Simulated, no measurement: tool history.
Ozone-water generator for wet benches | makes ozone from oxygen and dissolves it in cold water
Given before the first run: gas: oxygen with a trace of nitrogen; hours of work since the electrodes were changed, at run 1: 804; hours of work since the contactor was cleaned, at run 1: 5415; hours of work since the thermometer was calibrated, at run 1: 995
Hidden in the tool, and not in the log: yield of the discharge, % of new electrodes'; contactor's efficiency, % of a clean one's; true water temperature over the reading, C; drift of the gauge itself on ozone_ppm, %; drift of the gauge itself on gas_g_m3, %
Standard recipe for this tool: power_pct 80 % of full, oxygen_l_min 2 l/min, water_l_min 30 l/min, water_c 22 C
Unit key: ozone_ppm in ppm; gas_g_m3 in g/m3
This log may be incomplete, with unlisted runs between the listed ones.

run	day	power_pct	oxygen_l_min	water_l_min	water_c	hours of work since the electrodes were changed	hours of work since the contactor was cleaned	hours of work since the thermometer was calibrated	ozone_ppm	gas_g_m3
1	0	80	2	30	22	804	5415	995	8.5	298.4
2	0.979	80	2	30	23	826	5438	1018	8.6	300.2
3	2.267	80	2	30	23	856	5467	1047	8.6	302
4	2.983	80	2	30	16	872	5484	1064	9	301.8
5	3.667	80	2	30	22	888	5500	1080	8.7	300.2
6	4.575	80	2	30	22	909	5520	1100	8.6	301.4
7	5.842	80	2	30	22	938	5550	1129	8.6	301.7
8	6.733	80	2	30	22	958	5570	1150	8.5	300.9
9	7.296	80	2	30	22	971	5583	1163	8.2	299.7
10	8.196	44	2	30	22	992	5604	1183	5.3	184.3
11	9.412	44	2	19	22	1020	5631	1211	9.1	185.8
12	10.721	44	2	19	22	1050	5661	1241	9.3	185.9
13	11.708	74	1.55	46	22	1072	5684	1264	3.8	308.5
14	12.888	74	1.11	26	22	1100	5711	1291	7.2	343.2
15	14.175	74	1.11	26	22	1129	5741	1321	7.1	343.1
16	15.254	80	1.45	30	17	1154	5766	1345	7.4	334.8
17	16.208	80	1.71	30	22	1176	5787	1367	7.8	311.5
18	16.954	80	1.13	45	22	1193	5805	1384	3.5	366.7
19	18.088	46	2	34	23	1219	5831	1410	4.5	191
20	18.821	80	1.94	26	22	1236	5847	1427	10.3	300.9

Below are 3 alternative next runs, each starting from the tool's condition after run 20. Predict each:
A	19.862	80	2	21	22	1260	5871	1451	?	?
B	19.862	80	1.94	26	16	1260	5871	1451	?	?
C	19.862	80	2	21	22	1260	5871	1451	?	?

run	ozone_ppm	gas_g_m3
A	13.4	298.1
B	10.5	301.1
C	13.4	298.5
With the hidden condition removed and each run's random variation left untouched, the same runs would have given:
run	ozone_ppm	gas_g_m3
A	14.2	303.7
B	11.2	306.8
C	14.2	304.1
